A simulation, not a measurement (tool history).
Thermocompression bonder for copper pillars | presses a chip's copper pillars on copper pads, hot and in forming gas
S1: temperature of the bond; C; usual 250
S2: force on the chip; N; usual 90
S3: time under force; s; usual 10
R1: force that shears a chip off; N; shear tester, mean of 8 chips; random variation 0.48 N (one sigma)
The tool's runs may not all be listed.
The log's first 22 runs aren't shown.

run 23 hour=321.4 | S1=234 S2=58 S3=12 | R1=43.2
run 24 hour=329.9 | S1=234 S2=58 S3=12 | R1=43.1
run 25 hour=340.1 | S1=234 S2=66 S3=6 | R1=36.5
run 26 hour=351.9 | S1=250 S2=90 S3=26 | R1=79.8
run 27 hour=367.5 | S1=274 S2=92 S3=19 | R1=86.2
run 28 hour=380.6 | S1=274 S2=109 S3=19 | R1=90.2
run 29 hour=391.3 | S1=244 S2=71 S3=19 | R1=63.7
run 30 hour=404.6 | S1=221 S2=102 S3=21 | R1=62.6
run 31 hour=421.7 | S1=221 S2=102 S3=21 | R1=63.9
run 32 hour=439.7 | S1=221 S2=102 S3=21 | R1=64.1
run 33 hour=450.6 | S1=221 S2=102 S3=10 | R1=50.4
-- hour=463.3 force cell calibrated
run 34 hour=466.5 | S1=221 S2=102 S3=10 | R1=50.4
run 35 hour=475.8 | S1=224 S2=72 S3=25 | R1=59.2
run 36 hour=493.3 | S1=224 S2=72 S3=25 | R1=58.0
run 37 hour=508.6 | S1=243 S2=61 S3=27 | R1=64.2
run 38 hour=524.6 | S1=242 S2=90 S3=10 | R1=58.4

Forecast each of these 4 alternatives for the next run:
run A hour=543.3 | S1=276 S2=90 S3=10 | R1=?
run B hour=543.3 | S1=245 S2=67 S3=26 | R1=?
run C hour=543.3 | S1=225 S2=92 S3=10 | R1=?
run D hour=543.3 | S1=246 S2=90 S3=10 | R1=?

run=A R1=76.6
run=B R1=68.8
run=C R1=51.2
run=D R1=61.3
Without the tool's hidden state the same runs would have given:
run=A R1=75.7
run=B R1=67.2
run=C R1=49.1
run=D R1=59.5
